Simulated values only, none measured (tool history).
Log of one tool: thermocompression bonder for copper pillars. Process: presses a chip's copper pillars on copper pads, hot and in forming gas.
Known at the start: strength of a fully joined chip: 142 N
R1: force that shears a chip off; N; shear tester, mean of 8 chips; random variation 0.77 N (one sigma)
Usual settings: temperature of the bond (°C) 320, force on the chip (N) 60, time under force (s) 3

Run 1, hour 0: usual settings. Result: R1 66.6 N.
Run 2, hour 41.4: usual settings. Result: R1 64.9 N.
Run 3, hour 106.7: usual settings. Result: R1 65.4 N.
Run 4, hour 139: usual settings. Result: R1 64.8 N.
Run 5, hour 185.2: usual settings. Result: R1 66.3 N.
Run 6, hour 243.2: usual settings. Result: R1 66.6 N.
At hour 255.1: heater calibrated with a thermocouple chip.
Run 7, hour 273.3: usual settings. Result: R1 61.8 N.
Run 8, hour 325: usual settings. Result: R1 59.5 N.
Run 9, hour 364: usual settings. Result: R1 58.7 N.
Run 10, hour 392.3: usual settings. Result: R1 60.9 N.
Run 11, hour 438.6: usual settings but temperature of the bond (°C) 314. Result: R1 56 N.
Run 12, hour 480.7: usual settings but force on the chip (N) 64. Result: R1 63.2 N.
Run 13, hour 516.6: usual settings but force on the chip (N) 64. Result: R1 62.5 N.
Run 14, hour 564.5: usual settings but force on the chip (N) 64. Result: R1 63 N.
Run 15, hour 602.8: usual settings but force on the chip (N) 64. Result: R1 63.2 N.
Run 16, hour 640.5: usual settings but temperature of the bond (°C) 341, force on the chip (N) 64. Result: R1 75.5 N.
Run 17, hour 689: usual settings but temperature of the bond (°C) 341, force on the chip (N) 64. Result: R1 76.3 N.
At hour 700.3: forming gas filter changed.
Run 18, hour 753.3: usual settings but temperature of the bond (°C) 341, force on the chip (N) 64. Result: R1 82.7 N.
At hour 785.7: force cell calibrated.
Run 19, hour 800.7: usual settings but temperature of the bond (°C) 341, force on the chip (N) 64, time under force (s) 2. Result: R1 66.4 N.
Run 20, hour 856.9: usual settings but temperature of the bond (°C) 329, force on the chip (N) 50, time under force (s) 7. Result: R1 73.5 N.
Run 21, hour 921.6: usual settings but temperature of the bond (°C) 329, force on the chip (N) 50, time under force (s) 7. Result: R1 73.3 N.
Run 22, hour 972.1: usual settings but temperature of the bond (°C) 316, force on the chip (N) 49. Result: R1 45.8 N.
Run 23, hour 1016.5: usual settings but temperature of the bond (°C) 316, force on the chip (N) 49. Result: R1 44.9 N.
Run 24, hour 1072.2: usual settings but temperature of the bond (°C) 322. Result: R1 59.5 N.
Run 25, hour 1126.3: usual settings but temperature of the bond (°C) 325, force on the chip (N) 76, time under force (s) 2. Result: R1 67.4 N.
Run 26, hour 1156.8: usual settings but temperature of the bond (°C) 344, time under force (s) 5. Result: R1 85.4 N.
Run 27, hour 1190.5: usual settings but temperature of the bond (°C) 335, force on the chip (N) 88. Result: R1 92.3 N.
Run 28, hour 1257.2: usual settings but temperature of the bond (°C) 328, force on the chip (N) 51, time under force (s) 9. Result: R1 79.3 N.
Run 29, hour 1314.5: usual settings but temperature of the bond (°C) 326. Result: R1 60.6 N.
Run 30, hour 1344.8: usual settings but temperature of the bond (°C) 326. Result: R1 61.5 N.
At hour 1400.6: forming gas filter changed.
Run 31, hour 1400.6: usual settings but temperature of the bond (°C) 326. Result: R1 66.1 N.
Run 32, hour 1461.1: usual settings but temperature of the bond (°C) 328, time under force (s) 6. Result: R1 87.3 N.
Run 33, hour 1493.2: usual settings but temperature of the bond (°C) 328, time under force (s) 6. Result: R1 84.1 N.
Run 34, hour 1528.9: usual settings but temperature of the bond (°C) 328, time under force (s) 6. Result: R1 83.3 N.
Run 35, hour 1577.7: usual settings but temperature of the bond (°C) 328, time under force (s) 6. Result: R1 85.1 N.
Run 36, hour 1641.8: usual settings but temperature of the bond (°C) 328, time under force (s) 6. Result: R1 83.3 N.
Run 37, hour 1696: usual settings but temperature of the bond (°C) 329, force on the chip (N) 48. Result: R1 54.3 N.

Hidden state or all else? Some run-to-run changes of R1, split into what the settings, what came in and random variation would give without the hidden state, and what is left for the hidden state (with any gauge scatter that isn't in both results):
The hidden state here: true temperature of the bond over the reading, C; force that reaches the chip, % of what is set; oxide that the forming gas leaves, % of the face; drift of the gauge itself on shear_n, %.
Run 17 -> 18: forming gas filter changed. R1 +6.4 N: hidden state +7.8, all else -1.4.
Run 18 -> 19: time under force (s) 3 -> 2, force cell calibrated. R1 -16.3 N: hidden state -6.1, all else -10.2.
Run 21 -> 22: temperature of the bond (°C) 329 -> 316, force on the chip (N) 50 -> 49, time under force (s) 7 -> 3. R1 -27.5 N: hidden state +0, all else -27.5.
Run 30 -> 31: forming gas filter changed. R1 +4.6 N: hidden state +6.2, all else -1.6.
Run 31 -> 32: temperature of the bond (°C) 326 -> 328, time under force (s) 3 -> 6. R1 +21.2 N: hidden state +0.3, all else +20.9.
Run 36 -> 37: temperature of the bond (°C) 328 -> 329, force on the chip (N) 60 -> 48, time under force (s) 6 -> 3. R1 -29 N: hidden state -0.6, all else -28.4.

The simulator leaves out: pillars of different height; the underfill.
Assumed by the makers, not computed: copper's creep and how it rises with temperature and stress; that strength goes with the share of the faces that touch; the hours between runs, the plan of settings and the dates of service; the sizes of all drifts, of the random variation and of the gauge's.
